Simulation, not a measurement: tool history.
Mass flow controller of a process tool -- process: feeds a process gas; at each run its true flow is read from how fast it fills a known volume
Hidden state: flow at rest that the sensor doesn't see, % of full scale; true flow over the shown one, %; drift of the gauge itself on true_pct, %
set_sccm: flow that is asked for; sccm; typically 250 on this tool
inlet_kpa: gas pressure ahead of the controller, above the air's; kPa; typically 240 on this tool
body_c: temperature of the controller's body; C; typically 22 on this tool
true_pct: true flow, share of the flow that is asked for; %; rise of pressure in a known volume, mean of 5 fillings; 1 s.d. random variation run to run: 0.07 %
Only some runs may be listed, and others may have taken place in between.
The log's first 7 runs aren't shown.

run	hour	set_sccm	inlet_kpa	body_c	hours of work since the controller was set to zero	hours of work since the controller was changed	true_pct
8	1007.7	250	240	32	3021	3021	100.11
9	1102.9	250	240	32	3071	3071	100.14
10	1300.2	250	240	32	3174	3174	100.12
11	1491.8	250	240	32	3274	3274	100.14
12	1648.5	250	240	32	3356	3356	100.25
13	1848.3	250	240	32	3461	3461	100.17
14	1983.2	250	240	22	3532	3532	99.12
15	2198.2	250	240	22	3644	3644	99.26
16	2369	90	168	22	3734	3734	98.71
17	2536.7	90	168	22	3821	3821	98.56
18	2720.6	90	168	22	3918	3918	98.74

What does the tool deliver on the next run?
19	2846.6	63	240	22	3984	3984	?

Run 19 produced true_pct 98.86 %.
If the tool had no hidden condition, the same run with the same run-to-run variation would have returned true_pct 98.84 %.
